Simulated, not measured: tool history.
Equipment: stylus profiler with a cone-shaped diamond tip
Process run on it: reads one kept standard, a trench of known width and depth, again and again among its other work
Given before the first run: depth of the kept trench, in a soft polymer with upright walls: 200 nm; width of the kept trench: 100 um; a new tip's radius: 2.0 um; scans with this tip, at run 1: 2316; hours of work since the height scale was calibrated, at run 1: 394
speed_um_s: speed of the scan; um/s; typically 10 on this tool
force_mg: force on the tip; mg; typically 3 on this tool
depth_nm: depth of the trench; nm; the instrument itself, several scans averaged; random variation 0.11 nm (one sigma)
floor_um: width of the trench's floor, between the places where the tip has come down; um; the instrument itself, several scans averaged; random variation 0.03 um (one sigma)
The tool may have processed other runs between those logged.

| run | hour | speed_um_s | force_mg | scans with this tip | hours of work since the height scale was calibrated | depth_nm | floor_um |
|---|---|---|---|---|---|---|---|
| 1 | 0 | 10 | 3 | 2316 | 394 | 203.33 | 97.99 |
| 2 | 51.9 | 3 | 3 | 2558 | 436 | 203.45 | 98.02 |
| 3 | 102.4 | 10 | 8.01 | 2793 | 476 | 206.26 | 97.98 |
| 4 | 150.2 | 10 | 8.01 | 3016 | 514 | 206.47 | 97.95 |
| 5 | 187.8 | 10 | 8.01 | 3192 | 544 | 206.34 | 97.97 |
| 6 | 230.9 | 10 | 8.01 | 3393 | 578 | 206.36 | 97.89 |
| 7 | 265.2 | 10 | 3 | 3552 | 605 | 203.51 | 97.88 |
| 8 | 326.2 | 10 | 3 | 3837 | 654 | 203.61 | 97.84 |
| 9 | 380.8 | 10 | 3 | 4092 | 697 | 203.63 | 97.85 |
| 10 | 415.9 | 35 | 2.93 | 4256 | 725 | 203.85 | 97.73 |
| 11 | 477.4 | 35 | 2.93 | 4543 | 774 | 203.71 | 97.78 |
| 12 | 508.7 | 7 | 1.13 | 4689 | 799 | 202.17 | 97.85 |
| 13 | 540.3 | 8 | 2.39 | 4836 | 824 | 203.24 | 97.79 |
| 14 | 588 | 6 | 5.12 | 5059 | 862 | 205.05 | 97.83 |
| 15 | 622.5 | 6 | 5.12 | 5219 | 889 | 204.89 | 97.79 |

Estimate the outcome of run 16 from the log above:
| 16 | 670.2 | 9 | 5.12 | 5442 | 927 | ? | ? |

Run 16 measured depth_nm 205.06 nm, floor_um 97.71 um.
Without the tool's hidden state the same run would have given depth_nm 204.48 nm, floor_um 98.21 um.

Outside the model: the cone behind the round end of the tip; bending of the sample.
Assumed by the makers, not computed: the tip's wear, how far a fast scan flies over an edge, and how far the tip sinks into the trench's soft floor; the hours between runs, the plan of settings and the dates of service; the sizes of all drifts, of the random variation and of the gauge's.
